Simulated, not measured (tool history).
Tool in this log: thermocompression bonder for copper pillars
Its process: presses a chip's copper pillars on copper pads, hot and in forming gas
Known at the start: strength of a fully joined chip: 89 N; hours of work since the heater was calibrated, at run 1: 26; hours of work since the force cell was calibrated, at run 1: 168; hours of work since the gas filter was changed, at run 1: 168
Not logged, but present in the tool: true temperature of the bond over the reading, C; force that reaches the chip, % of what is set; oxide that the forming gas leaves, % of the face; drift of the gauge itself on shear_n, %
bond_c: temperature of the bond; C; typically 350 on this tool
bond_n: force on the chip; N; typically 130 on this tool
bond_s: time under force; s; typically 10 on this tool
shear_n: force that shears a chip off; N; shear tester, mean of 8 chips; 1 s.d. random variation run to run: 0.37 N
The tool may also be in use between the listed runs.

run     day  bond_c  bond_n  bond_s  hours of work since the heater was calibrated  hours of work since the force cell was calibrated  hours of work since the gas filter was changed  shear_n
  1   0.000     350     130      10                                             26                                                168                                             168     38.0
  2   2.975     350     130      10                                             77                                                219                                             219     36.8
  3   5.746     323     130      10                                            125                                                267                                             267     27.6
  4   8.229     323     130      10                                            167                                                309                                             309     26.8
     10.125  -- forming gas filter changed
  5  11.062     323     130      10                                            216                                                358                                              16     27.4
  6  13.533     350     130      10                                            258                                                400                                              59     37.4
  7  14.854     350     130      10                                            281                                                423                                              81     37.0
  8  16.604     350     176      10                                            311                                                453                                             112     48.3
  9  19.612     350     130      10                                            363                                                505                                             163     36.2
 10  22.392     350     130      10                                            411                                                553                                             211     35.6
 11  24.554     350     130      10                                            448                                                590                                             248     35.6
 12  26.967     350     130      10                                            490                                                632                                             290     35.5
 13  29.650     350     135      10                                            536                                                678                                             336     36.5
     29.925  -- forming gas filter changed
 14  31.612     350     135      10                                            569                                                711                                              29     36.6
 15  33.712     350     135      10                                            606                                                748                                              65     36.8
     34.775  -- heater calibrated with a thermocouple chip
 16  35.404     367     130      14                                             11                                                775                                              93     49.3
 17  36.917     351     108      10                                             37                                                801                                             119     31.3
 18  38.200     359     110      10                                             59                                                823                                             141     34.9
 19  39.938     363     144      20                                             89                                                853                                             171     56.9
 20  41.279     363     144      20                                            112                                                876                                             194     56.9
 21  44.150     323      94      19                                            161                                                926                                             244     24.7
 22  45.412     362     110      10                                            183                                                948                                             265     35.2
 23  47.350     362     110      10                                            216                                                981                                             299     34.2
     49.742  -- forming gas filter changed
 24  50.425     350     160       6                                            269                                               1034                                              12     36.5
 25  51.750     350     160       6                                            292                                               1056                                              35     36.9
 26  54.433     378     130      12                                            338                                               1103                                              81     50.4
 27  56.246     333     105      16                                            369                                               1134                                             112     28.9
 28  58.767     320     153       6                                            413                                               1177                                             155     23.4
 29  61.746     320     153       6                                            464                                               1229                                             207     23.7
 30  63.979     341     104      10                                            503                                               1267                                             245     25.7

Run by run, hidden condition taken away, random variation retained:
run  shear_n
  1     39.4
  2     38.5
  3     29.3
  4     28.8
  5     29.0
  6     39.6
  7     39.4
  8     51.2
  9     39.1
 10     38.8
 11     39.1
 12     39.4
 13     40.9
 14     40.1
 15     40.6
 16     50.9
 17     32.7
 18     36.6
 19     59.3
 20     59.6
 21     26.7
 22     37.9
 23     37.0
 24     38.8
 25     39.5
 26     53.6
 27     31.6
 28     26.1
 29     26.7
 30     29.1
